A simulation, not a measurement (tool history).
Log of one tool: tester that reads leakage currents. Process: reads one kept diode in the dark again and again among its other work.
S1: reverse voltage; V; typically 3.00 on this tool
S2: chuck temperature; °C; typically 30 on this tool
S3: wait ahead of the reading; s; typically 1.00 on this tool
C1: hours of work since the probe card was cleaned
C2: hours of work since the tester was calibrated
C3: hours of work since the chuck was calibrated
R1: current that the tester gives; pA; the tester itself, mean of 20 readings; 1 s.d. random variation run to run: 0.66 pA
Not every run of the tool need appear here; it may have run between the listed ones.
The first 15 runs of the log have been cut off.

Run 16, hour 830.8: usual settings but S1 3.67 V; C1 791; C2 1025; C3 234. Result: R1 241.03 pA.
Run 17, hour 895.5: usual settings; C1 831; C2 1065; C3 274. Result: R1 220.02 pA.
Run 18, hour 951.6: usual settings but S3 1.23 s; C1 865; C2 1099; C3 308. Result: R1 221.84 pA.
Run 19, hour 996.0: usual settings but S3 1.23 s; C1 892; C2 1126; C3 335. Result: R1 221.44 pA.
Run 20, hour 1063.1: usual settings but S3 1.23 s; C1 933; C2 1167; C3 376. Result: R1 220.99 pA.
Run 21, hour 1127.6: usual settings but S1 1.88 V, S3 2.34 s; C1 972; C2 1206; C3 416. Result: R1 180.21 pA.
Run 22, hour 1179.6: usual settings but S1 15.27 V, S2 53 °C, S3 7.88 s; C1 1004; C2 1238; C3 448. Result: R1 2440.36 pA.
Run 23, hour 1231.7: usual settings but S1 15.27 V, S2 53 °C, S3 7.88 s; C1 1036; C2 1270; C3 480. Result: R1 2442.12 pA.
Run 24, hour 1294.0: usual settings but S1 15.27 V, S2 53 °C, S3 7.88 s; C1 1074; C2 1308; C3 518. Result: R1 2447.92 pA.
Run 25, hour 1340.7: usual settings but S1 4.09 V, S2 27 °C, S3 0.46 s; C1 1103; C2 1337; C3 546. Result: R1 199.99 pA.
At hour 1386.8: probe card cleaned and baked.
Run 26, hour 1403.7: usual settings but S1 11.46 V; C1 10; C2 1373; C3 583. Result: R1 400.77 pA.
Run 27, hour 1461.1: usual settings but S1 10.35 V, S2 21 °C; C1 45; C2 1409; C3 618. Result: R1 182.91 pA.
Run 28, hour 1510.1: usual settings but S1 10.35 V, S2 21 °C; C1 75; C2 1438; C3 648. Result: R1 184.20 pA.
Run 29, hour 1558.5: usual settings but S1 13.67 V, S2 21 °C, S3 9.88 s; C1 105; C2 1468; C3 677. Result: R1 205.80 pA.
Run 30, hour 1602.4: usual settings but S1 13.67 V, S2 26 °C, S3 0.57 s; C1 132; C2 1495; C3 704. Result: R1 315.20 pA.
Run 31, hour 1674.2: usual settings but S1 10.84 V, S2 52 °C, S3 1.18 s; C1 176; C2 1539; C3 748. Result: R1 1957.59 pA.
Run 32, hour 1746.9: usual settings but S1 3.01 V, S2 57 °C, S3 1.55 s; C1 220; C2 1583; C3 793. Result: R1 1571.71 pA.
Run 33, hour 1808.7: usual settings but S1 1.51 V, S3 1.16 s; C1 258; C2 1621; C3 830. Result: R1 163.71 pA.
Run 34, hour 1840.6: usual settings but S1 1.17 V, S3 7.28 s; C1 277; C2 1641; C3 850. Result: R1 146.82 pA.

For run 35, what comes out?
Run 35, hour 1910.8: usual settings but S2 27 °C, S3 0.50 s; C1 320; C2 1683; C3 893. Result: R1 ?.

R1: 174.87 pA
With the hidden condition absent and the run-to-run variation left alone, this run would have shown R1 174.58 pA.

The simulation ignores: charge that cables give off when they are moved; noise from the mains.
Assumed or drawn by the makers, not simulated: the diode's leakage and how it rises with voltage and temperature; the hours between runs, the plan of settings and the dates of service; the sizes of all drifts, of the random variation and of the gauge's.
